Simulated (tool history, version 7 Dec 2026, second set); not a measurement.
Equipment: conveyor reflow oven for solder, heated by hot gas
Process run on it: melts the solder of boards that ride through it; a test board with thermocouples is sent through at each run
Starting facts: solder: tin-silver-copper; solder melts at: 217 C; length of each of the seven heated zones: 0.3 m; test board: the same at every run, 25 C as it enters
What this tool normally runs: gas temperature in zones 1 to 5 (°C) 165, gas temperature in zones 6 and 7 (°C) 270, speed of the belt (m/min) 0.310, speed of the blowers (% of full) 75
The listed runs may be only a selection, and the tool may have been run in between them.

run	hour	gas temperature in zones 1 to 5 (°C)	gas temperature in zones 6 and 7 (°C)	speed of the belt (m/min)	speed of the blowers (% of full)	highest temperature of the board (°C)	time above the solder's melting point (s)
1	0.0	165	270	0.310	75	257.5	90.6
2	58.7	165	270	0.310	75	257.3	90.4
3	138.9	165	270	0.310	57	253.5	85.2
4	193.6	165	270	0.310	57	253.3	84.7
5	250.6	165	270	0.310	57	253.1	84.7
6	287.6	165	270	0.310	57	253.0	84.4
7	346.5	165	270	0.310	57	253.0	84.2
8	428.0	165	266	0.310	75	252.6	85.8
# hour 452.0: flux residue cleaned out of gas plates and filters
9	509.1	165	266	0.310	75	251.7	84.5
# hour 515.4: thermocouples of zones 6 and 7 changed
10	571.1	165	270	0.310	75	257.1	89.5
# hour 634.1: flux residue cleaned out of gas plates and filters, once more
11	656.7	165	270	0.310	75	258.9	92.4
12	726.5	165	270	0.310	75	259.4	92.3
13	762.9	165	270	0.310	75	259.0	92.2
14	826.8	152	264	0.254	73	256.2	106.9
15	884.0	172	270	0.310	76	259.6	96.2
16	964.8	155	267	0.305	50	248.9	76.3
17	1015.6	155	267	0.305	50	248.9	76.3
18	1091.9	165	276	0.366	67	256.6	74.0
19	1156.4	165	276	0.366	67	256.3	73.9
20	1192.2	165	276	0.366	67	256.4	73.8
21	1243.3	174	277	0.281	50	263.3	109.8
22	1291.1	174	277	0.281	50	262.9	109.7
23	1343.5	174	277	0.281	50	262.6	109.6
# hour 1387.3: flux residue cleaned out of gas plates and filters
24	1387.3	174	277	0.281	50	263.9	111.0
25	1462.4	162	261	0.342	66	245.4	67.7
26	1542.7	162	261	0.317	66	247.2	77.1

Below are 4 alternative next runs, each starting from the tool's condition after run 26. Predict each:
A	1623.3	179	261	0.317	57	?	?
B	1623.3	159	263	0.304	66	?	?
C	1623.3	162	259	0.335	79	?	?
D	1623.3	166	270	0.310	53	?	?

run	highest temperature of the board (°C)	time above the solder's melting point (s)
A	247.9	85.2
B	249.9	82.7
C	246.0	72.1
D	253.5	86.4
Without the tool's hidden state the same runs would have given:
run	highest temperature of the board (°C)	time above the solder's melting point (s)
A	248.9	85.0
B	251.0	82.6
C	247.1	72.4
D	254.4	86.0
